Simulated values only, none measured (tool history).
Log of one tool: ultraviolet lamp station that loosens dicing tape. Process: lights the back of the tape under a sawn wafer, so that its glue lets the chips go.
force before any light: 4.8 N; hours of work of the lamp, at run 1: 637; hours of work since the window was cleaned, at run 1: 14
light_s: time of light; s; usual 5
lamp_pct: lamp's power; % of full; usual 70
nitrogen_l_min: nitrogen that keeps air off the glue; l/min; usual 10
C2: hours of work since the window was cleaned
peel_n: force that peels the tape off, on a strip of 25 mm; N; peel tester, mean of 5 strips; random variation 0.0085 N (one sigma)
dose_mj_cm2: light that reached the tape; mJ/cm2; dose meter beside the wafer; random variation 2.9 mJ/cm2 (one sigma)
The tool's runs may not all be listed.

Run 1, hour 0: usual settings; hours of work of the lamp 637; C2 14. Result: peel_n 0.343 N, dose_mj_cm2 434 mJ/cm2.
Run 2, hour 12.9: usual settings but nitrogen_l_min 11 l/min; hours of work of the lamp 646; C2 23. Result: peel_n 0.323 N, dose_mj_cm2 433 mJ/cm2.
Run 3, hour 30: usual settings; hours of work of the lamp 657; C2 35. Result: peel_n 0.331 N, dose_mj_cm2 432 mJ/cm2.
Run 4, hour 50.8: usual settings; hours of work of the lamp 672; C2 50. Result: peel_n 0.335 N, dose_mj_cm2 430 mJ/cm2.
Run 5, hour 70.3: usual settings; hours of work of the lamp 685; C2 63. Result: peel_n 0.337 N, dose_mj_cm2 432 mJ/cm2.
Run 6, hour 88.7: usual settings; hours of work of the lamp 698; C2 76. Result: peel_n 0.331 N, dose_mj_cm2 433 mJ/cm2.
Run 7, hour 102.6: usual settings but light_s 4 s; hours of work of the lamp 708; C2 85. Result: peel_n 0.497 N, dose_mj_cm2 347 mJ/cm2.
Run 8, hour 123.7: usual settings but light_s 6 s; hours of work of the lamp 722; C2 100. Result: peel_n 0.269 N, dose_mj_cm2 510 mJ/cm2.
Run 9, hour 138: usual settings but nitrogen_l_min 18 l/min; hours of work of the lamp 732; C2 110. Result: peel_n 0.276 N, dose_mj_cm2 427 mJ/cm2.
Run 10, hour 159.4: usual settings but lamp_pct 88 % of full, nitrogen_l_min 18 l/min; hours of work of the lamp 747; C2 125. Result: peel_n 0.221 N, dose_mj_cm2 540 mJ/cm2.
Run 11, hour 179.6: usual settings but lamp_pct 88 % of full, nitrogen_l_min 18 l/min; hours of work of the lamp 761; C2 139. Result: peel_n 0.221 N, dose_mj_cm2 546 mJ/cm2.
Run 12, hour 198.4: usual settings; hours of work of the lamp 774; C2 152. Result: peel_n 0.344 N, dose_mj_cm2 429 mJ/cm2.
Run 13, hour 222: usual settings; hours of work of the lamp 790; C2 168. Result: peel_n 0.338 N, dose_mj_cm2 436 mJ/cm2.
Run 14, hour 242: usual settings; hours of work of the lamp 804; C2 182. Result: peel_n 0.345 N, dose_mj_cm2 428 mJ/cm2.
Run 15, hour 265.5: usual settings; hours of work of the lamp 820; C2 198. Result: peel_n 0.352 N, dose_mj_cm2 428 mJ/cm2.
Run 16, hour 291.4: usual settings but lamp_pct 97 % of full; hours of work of the lamp 838; C2 216. Result: peel_n 0.235 N, dose_mj_cm2 606 mJ/cm2.
Run 17, hour 305.3: usual settings but nitrogen_l_min 4 l/min; hours of work of the lamp 848; C2 226. Result: peel_n 0.578 N, dose_mj_cm2 431 mJ/cm2.
Run 18, hour 324.3: usual settings but nitrogen_l_min 4 l/min; hours of work of the lamp 861; C2 239. Result: peel_n 0.551 N, dose_mj_cm2 430 mJ/cm2.
Run 19, hour 336.2: usual settings but nitrogen_l_min 12 l/min; hours of work of the lamp 869; C2 247. Result: peel_n 0.309 N, dose_mj_cm2 431 mJ/cm2.
Run 20, hour 352.1: usual settings but nitrogen_l_min 12 l/min; hours of work of the lamp 880; C2 258. Result: peel_n 0.325 N, dose_mj_cm2 435 mJ/cm2.
Run 21, hour 365.6: usual settings but nitrogen_l_min 12 l/min; hours of work of the lamp 890; C2 268. Result: peel_n 0.323 N, dose_mj_cm2 427 mJ/cm2.
Run 22, hour 388.9: usual settings but nitrogen_l_min 12 l/min; hours of work of the lamp 906; C2 284. Result: peel_n 0.317 N, dose_mj_cm2 432 mJ/cm2.
Run 23, hour 412.7: usual settings; hours of work of the lamp 922; C2 300. Result: peel_n 0.342 N, dose_mj_cm2 428 mJ/cm2.
Run 24, hour 423.6: usual settings but light_s 2 s, lamp_pct 84 % of full, nitrogen_l_min 14 l/min; hours of work of the lamp 930; C2 308. Result: peel_n 0.951 N, dose_mj_cm2 208 mJ/cm2.
Run 25, hour 434.5: usual settings but light_s 4 s, lamp_pct 84 % of full, nitrogen_l_min 14 l/min; hours of work of the lamp 937; C2 315. Result: peel_n 0.306 N, dose_mj_cm2 418 mJ/cm2.
Run 26, hour 457.5: usual settings but light_s 4 s, lamp_pct 84 % of full, nitrogen_l_min 14 l/min; hours of work of the lamp 953; C2 331. Result: peel_n 0.311 N, dose_mj_cm2 419 mJ/cm2.
Run 27, hour 469.6: usual settings but light_s 7 s, lamp_pct 84 % of full, nitrogen_l_min 14 l/min; hours of work of the lamp 962; C2 340. Result: peel_n 0.206 N, dose_mj_cm2 729 mJ/cm2.
Run 28, hour 490: usual settings but light_s 7 s, lamp_pct 84 % of full, nitrogen_l_min 14 l/min; hours of work of the lamp 976; C2 354. Result: peel_n 0.2 N, dose_mj_cm2 729 mJ/cm2.
Run 29, hour 505.1: usual settings but light_s 7 s, lamp_pct 84 % of full, nitrogen_l_min 14 l/min; hours of work of the lamp 986; C2 364. Result: peel_n 0.204 N, dose_mj_cm2 718 mJ/cm2.

The next listed run, before its measurement:
Run 30, hour 522.7: usual settings but light_s 7 s, lamp_pct 84 % of full, nitrogen_l_min 14 l/min; hours of work of the lamp 999; C2 376. Result: peel_n ?, dose_mj_cm2 ?.

Run 30 gave peel_n 0.199 N, dose_mj_cm2 726 mJ/cm2.
Without the tool's hidden state the same run would have given peel_n 0.199 N, dose_mj_cm2 729 mJ/cm2.
